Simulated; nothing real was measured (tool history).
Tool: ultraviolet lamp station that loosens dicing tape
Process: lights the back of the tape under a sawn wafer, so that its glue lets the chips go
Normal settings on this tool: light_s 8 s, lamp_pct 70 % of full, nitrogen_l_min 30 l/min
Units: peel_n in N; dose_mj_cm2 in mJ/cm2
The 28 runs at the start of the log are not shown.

{"run": 29, "hour": 246.6, "light_s": 8, "lamp_pct": 78, "nitrogen_l_min": 33, "peel_n": 0.872, "dose_mj_cm2": 530}
{"run": 30, "hour": 256.1, "light_s": 14, "lamp_pct": 61, "nitrogen_l_min": 23, "peel_n": 0.589, "dose_mj_cm2": 718}
{"run": 31, "hour": 263.3, "light_s": 14, "lamp_pct": 61, "nitrogen_l_min": 23, "peel_n": 0.558, "dose_mj_cm2": 723}
{"run": 32, "hour": 274.0, "light_s": 4, "lamp_pct": 89, "nitrogen_l_min": 23, "peel_n": 2.783, "dose_mj_cm2": 297}
{"run": 33, "hour": 284.9, "light_s": 4, "lamp_pct": 89, "nitrogen_l_min": 23, "peel_n": 2.745, "dose_mj_cm2": 301}
{"run": 34, "hour": 293.7, "light_s": 5, "lamp_pct": 72, "nitrogen_l_min": 30, "peel_n": 2.482, "dose_mj_cm2": 306}
{"run": 35, "hour": 299.6, "light_s": 8, "lamp_pct": 62, "nitrogen_l_min": 13, "peel_n": 2.498, "dose_mj_cm2": 418}
{"run": 36, "hour": 311.0, "light_s": 15, "lamp_pct": 81, "nitrogen_l_min": 30, "peel_n": 0.171, "dose_mj_cm2": 1032}
{"run": 37, "hour": 322.9, "light_s": 11, "lamp_pct": 83, "nitrogen_l_min": 24, "peel_n": 0.466, "dose_mj_cm2": 783}
{"run": 38, "hour": 334.5, "light_s": 8, "lamp_pct": 61, "nitrogen_l_min": 12, "peel_n": 2.602, "dose_mj_cm2": 414}
{"run": 39, "hour": 344.7, "light_s": 8, "lamp_pct": 75, "nitrogen_l_min": 32, "peel_n": 0.989, "dose_mj_cm2": 505}
{"run": 40, "hour": 352.9, "light_s": 12, "lamp_pct": 90, "nitrogen_l_min": 36, "peel_n": 0.201, "dose_mj_cm2": 913}
{"run": 41, "hour": 359.4, "light_s": 12, "lamp_pct": 90, "nitrogen_l_min": 36, "peel_n": 0.201, "dose_mj_cm2": 923}
{"run": 42, "hour": 367.7, "light_s": 12, "lamp_pct": 90, "nitrogen_l_min": 36, "peel_n": 0.206, "dose_mj_cm2": 929}
{"run": 43, "hour": 379.7, "light_s": 12, "lamp_pct": 90, "nitrogen_l_min": 36, "peel_n": 0.188, "dose_mj_cm2": 910}

What if the next run were any one of these 4? Each begins from the tool's condition after run 43:
{"run": "A", "hour": 386.8, "light_s": 12, "lamp_pct": 89, "nitrogen_l_min": 36, "peel_n": "?", "dose_mj_cm2": "?"}
{"run": "B", "hour": 386.8, "light_s": 9, "lamp_pct": 83, "nitrogen_l_min": 36, "peel_n": "?", "dose_mj_cm2": "?"}
{"run": "C", "hour": 386.8, "light_s": 5, "lamp_pct": 74, "nitrogen_l_min": 15, "peel_n": "?", "dose_mj_cm2": "?"}
{"run": "D", "hour": 386.8, "light_s": 9, "lamp_pct": 78, "nitrogen_l_min": 14, "peel_n": "?", "dose_mj_cm2": "?"}

run=A peel_n=0.197 dose_mj_cm2=915
run=B peel_n=0.519 dose_mj_cm2=635
run=C peel_n=3.256 dose_mj_cm2=315
run=D peel_n=1.4 dose_mj_cm2=599
With the hidden condition removed and each run's random variation left untouched, the same runs would have given:
run=A peel_n=0.196 dose_mj_cm2=916
run=B peel_n=0.518 dose_mj_cm2=636
run=C peel_n=3.252 dose_mj_cm2=316
run=D peel_n=1.397 dose_mj_cm2=600

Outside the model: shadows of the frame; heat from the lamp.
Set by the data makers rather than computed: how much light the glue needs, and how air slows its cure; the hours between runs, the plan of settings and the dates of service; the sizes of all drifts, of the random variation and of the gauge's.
